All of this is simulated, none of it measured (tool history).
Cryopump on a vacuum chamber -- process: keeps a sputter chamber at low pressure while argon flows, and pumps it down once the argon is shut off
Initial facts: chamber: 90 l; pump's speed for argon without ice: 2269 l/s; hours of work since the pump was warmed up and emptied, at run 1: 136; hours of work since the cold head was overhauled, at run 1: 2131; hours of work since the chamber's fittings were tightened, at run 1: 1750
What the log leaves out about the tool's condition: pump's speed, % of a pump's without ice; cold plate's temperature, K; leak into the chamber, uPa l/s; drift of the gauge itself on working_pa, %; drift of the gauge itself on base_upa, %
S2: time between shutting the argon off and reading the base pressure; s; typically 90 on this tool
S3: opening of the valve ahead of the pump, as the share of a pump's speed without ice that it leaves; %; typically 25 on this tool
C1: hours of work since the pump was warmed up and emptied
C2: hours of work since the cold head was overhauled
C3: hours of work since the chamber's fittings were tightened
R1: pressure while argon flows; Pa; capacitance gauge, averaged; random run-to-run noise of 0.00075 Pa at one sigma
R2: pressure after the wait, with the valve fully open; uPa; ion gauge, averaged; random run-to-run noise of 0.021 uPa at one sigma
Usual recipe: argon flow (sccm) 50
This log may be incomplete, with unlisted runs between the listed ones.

Run 1, hour 0.0: usual settings; C1 136; C2 2131; C3 1750. Result: R1 0.1507 Pa, R2 1.15 uPa.
Run 2, hour 50.9: usual settings; C1 169; C2 2164; C3 1784. Result: R1 0.1518 Pa, R2 1.19 uPa.
Run 3, hour 106.1: usual settings; C1 205; C2 2200; C3 1820. Result: R1 0.1524 Pa, R2 1.18 uPa.
Run 4, hour 210.9: usual settings but S3 21 %; C1 273; C2 2268; C3 1888. Result: R1 0.1813 Pa, R2 1.20 uPa.
Run 5, hour 278.7: usual settings but S3 21 %; C1 318; C2 2312; C3 1932. Result: R1 0.1819 Pa, R2 1.31 uPa.
Run 6, hour 360.3: usual settings but S3 16 %; C1 371; C2 2366; C3 1985. Result: R1 0.2377 Pa, R2 1.34 uPa.
Run 7, hour 409.4: usual settings but S3 16 %; C1 403; C2 2398; C3 2017. Result: R1 0.2374 Pa, R2 1.31 uPa.
Run 8, hour 469.1: usual settings but S3 16 %; C1 442; C2 2436; C3 2056. Result: R1 0.2412 Pa, R2 1.37 uPa.
At hour 479.5: pump warmed up, emptied and cooled again.
Run 9, hour 557.3: usual settings but S3 16 %; C1 51; C2 2491; C3 2110. Result: R1 0.2342 Pa, R2 1.26 uPa.
Run 10, hour 627.4: usual settings but S3 16 %; C1 96; C2 2536; C3 2156. Result: R1 0.2361 Pa, R2 1.39 uPa.
Run 11, hour 722.4: usual settings but S3 16 %; C1 158; C2 2598; C3 2218. Result: R1 0.2369 Pa, R2 1.35 uPa.
Run 12, hour 811.1: usual settings but argon flow (sccm) 53, S3 17 %; C1 216; C2 2656; C3 2275. Result: R1 0.2355 Pa, R2 1.39 uPa.
Run 13, hour 888.9: usual settings but argon flow (sccm) 72, S3 23 %; C1 267; C2 2707; C3 2326. Result: R1 0.2398 Pa, R2 1.43 uPa.
Run 14, hour 966.6: usual settings but argon flow (sccm) 72, S3 23 %; C1 317; C2 2757; C3 2377. Result: R1 0.2412 Pa, R2 1.48 uPa.
Run 15, hour 1042.5: usual settings but argon flow (sccm) 39, S3 23 %; C1 367; C2 2807; C3 2426. Result: R1 0.1315 Pa, R2 1.57 uPa.
Run 16, hour 1133.9: usual settings but argon flow (sccm) 59, S2 30 s, S3 15 %; C1 426; C2 2866; C3 2486. Result: R1 0.3020 Pa, R2 1.95 uPa.
At hour 1163.8: pump warmed up, emptied and cooled again.
Run 17, hour 1202.4: usual settings but argon flow (sccm) 91, S2 94 s, S3 15 %; C1 25; C2 2907; C3 2527. Result: R1 0.4554 Pa, R2 1.41 uPa.
Run 18, hour 1280.6: usual settings but argon flow (sccm) 91, S2 94 s, S3 15 %; C1 76; C2 2958; C3 2578. Result: R1 0.4569 Pa, R2 1.54 uPa.
Run 19, hour 1336.3: usual settings but argon flow (sccm) 91, S2 94 s, S3 15 %; C1 112; C2 2995; C3 2614. Result: R1 0.4566 Pa, R2 1.54 uPa.
Run 20, hour 1411.7: usual settings but argon flow (sccm) 91, S2 94 s, S3 15 %; C1 161; C2 3044; C3 2663. Result: R1 0.4613 Pa, R2 1.59 uPa.
Run 21, hour 1507.5: usual settings but argon flow (sccm) 47, S2 20 s; C1 224; C2 3106; C3 2726. Result: R1 0.1439 Pa, R2 2.40 uPa.

Take each entry between the runs: how does the hidden state at the last listed run before it differ from the hidden state at the first listed run after it?
After run 8, before run 9: pump warmed up, emptied and cooled again (hour 479.5)
  pump's speed, % of a pump's without ice: 87.9 -> 97.7; cold plate's temperature, K: 13.65 -> 13.68; leak into the chamber, uPa l/s: 2318 -> 2368
  measured less the result without the state, R1: +0.0066 -> +0.0022 Pa; R2: +1.07 -> +0.95 uPa
After run 16, before run 17: pump warmed up, emptied and cooled again (hour 1163.8)
  pump's speed, % of a pump's without ice: 87.1 -> 99; cold plate's temperature, K: 13.88 -> 13.9; leak into the chamber, uPa l/s: 2753 -> 2793
  measured less the result without the state, R1: +0.0085 -> +0.0034 Pa; R2: +1.30 -> +1.13 uPa
